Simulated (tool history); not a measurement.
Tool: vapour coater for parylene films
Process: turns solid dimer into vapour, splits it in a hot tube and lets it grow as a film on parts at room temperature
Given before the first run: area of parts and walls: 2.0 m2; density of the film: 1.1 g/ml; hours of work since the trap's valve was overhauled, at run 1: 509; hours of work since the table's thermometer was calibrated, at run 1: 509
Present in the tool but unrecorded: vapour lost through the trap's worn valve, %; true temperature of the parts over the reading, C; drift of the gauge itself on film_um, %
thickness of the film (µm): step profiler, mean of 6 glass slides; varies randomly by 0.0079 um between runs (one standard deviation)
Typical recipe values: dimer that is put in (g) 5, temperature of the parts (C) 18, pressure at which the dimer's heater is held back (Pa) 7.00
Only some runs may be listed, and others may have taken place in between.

run    hour  dimer that is put in (g)  temperature of the parts (C)  pressure at which the dimer's heater is held back (Pa)  hours of work since the trap's valve was overhauled  hours of work since the table's thermometer was calibrated  thickness of the film (µm)
  1     0.0                         5                            18                                                    7.00                                                  509                                                         509                       1.138
  2    32.8                         5                            18                                                    7.00                                                  524                                                         524                       1.157
  3    63.2                         5                            18                                                    7.00                                                  538                                                         538                       1.145
  4    84.1                         5                            18                                                    6.55                                                  548                                                         548                       1.170
  5   100.1                         5                            18                                                    7.00                                                  556                                                         556                       1.157
      126.1  -- trap's valve overhauled
  6   133.9                         4                            18                                                    7.00                                                    4                                                         570                       1.049
  7   156.1                         4                            18                                                    7.00                                                   14                                                         580                       1.016
  8   186.4                         5                            18                                                    7.00                                                   28                                                         594                       1.288
  9   202.4                         5                            18                                                    7.00                                                   36                                                         602                       1.304
 10   220.7                         5                            18                                                    7.00                                                   44                                                         610                       1.296
 11   241.8                         5                            13                                                    7.00                                                   54                                                         620                       1.423
 12   257.8                         3                            13                                                    7.00                                                   62                                                         628                       0.867
 13   287.5                         3                            30                                                    7.00                                                   76                                                         642                       0.595
 14   313.8                         3                            30                                                    7.00                                                   88                                                         654                       0.607
 15   337.5                         3                            30                                                    7.00                                                   99                                                         665                       0.598
 16   359.7                         3                            30                                                    7.00                                                  110                                                         676                       0.591
 17   393.9                         3                            30                                                    7.00                                                  126                                                         692                       0.598
 18   420.3                         3                            11                                                    7.00                                                  138                                                         704                       0.870
 19   444.0                         5                            16                                                    7.00                                                  149                                                         715                       1.305
 20   478.9                         5                            12                                                    7.00                                                  166                                                         732                       1.420
 21   497.4                         5                            18                                                    7.00                                                  175                                                         740                       1.253
 22   520.5                         5                            18                                                    7.00                                                  185                                                         751                       1.248
 23   546.7                         5                            18                                                    7.00                                                  198                                                         764                       1.240
 24   564.8                         5                            18                                                    7.00                                                  206                                                         772                       1.253
 25   595.9                         5                            18                                                    7.00                                                  221                                                         787                       1.252
 26   619.5                         5                            18                                                    7.00                                                  232                                                         798                       1.240
 27   644.0                         8                            27                                                    3.33                                                  243                                                         809                       1.870
 28   675.5                         3                            17                                                    7.00                                                  258                                                         824                       0.753
 29   694.4                         3                            21                                                    7.26                                                  267                                                         833                       0.677
 30   716.9                         4                            15                                                    8.34                                                  278                                                         844                       1.013
 31   744.8                         4                            15                                                    8.34                                                  291                                                         857                       0.999
 32   779.7                         4                            15                                                    8.34                                                  307                                                         873                       1.005
 33   807.5                         5                            22                                                    8.13                                                  320                                                         886                       1.096
 34   834.9                         5                            22                                                    8.13                                                  333                                                         899                       1.078
 35   850.8                         5                            18                                                    7.58                                                  341                                                         907                       1.187
 36   869.9                         6                            18                                                    3.12                                                  350                                                         916                       1.688
 37   901.1                         5                            19                                                    6.21                                                  364                                                         930                       1.198
 38   916.6                         4                            19                                                    6.21                                                  372                                                         937                       0.968
 39   940.1                         4                            19                                                    6.21                                                  383                                                         949                       0.962
 40   955.1                         4                            19                                                    6.21                                                  390                                                         956                       0.957
 41   971.1                         2                            19                                                    3.65                                                  397                                                         963                       0.523
 42   990.0                         2                            19                                                    3.65                                                  406                                                         972                       0.532
 43  1012.0                         3                            11                                                    3.97                                                  416                                                         982                       0.907
 44  1043.7                         4                            15                                                    4.49                                                  431                                                         997                       1.080
 45  1060.1                         6                            16                                                    2.31                                                  439                                                        1005                       1.807
 46  1093.2                         2                            18                                                    7.20                                                  455                                                        1021                       0.471
 47  1126.6                         2                            12                                                    5.16                                                  470                                                        1036                       0.562

Forecast each of these 4 alternatives for the next run:
  A  1140.8                         2                            12                                                    2.08                                                  477                                                        1043                           ?
  B  1140.8                         3                            17                                                   11.47                                                  477                                                        1043                           ?
  C  1140.8                         2                            25                                                    9.97                                                  477                                                        1043                           ?
  D  1140.8                         2                            15                                                    4.87                                                  477                                                        1043                           ?

run  thickness of the film (µm)
  A                       0.656
  B                       0.647
  C                       0.382
  D                       0.528
Had the tool no hidden state, the same runs would have come out as:
run  thickness of the film (µm)
  A                       0.734
  B                       0.725
  C                       0.427
  D                       0.591

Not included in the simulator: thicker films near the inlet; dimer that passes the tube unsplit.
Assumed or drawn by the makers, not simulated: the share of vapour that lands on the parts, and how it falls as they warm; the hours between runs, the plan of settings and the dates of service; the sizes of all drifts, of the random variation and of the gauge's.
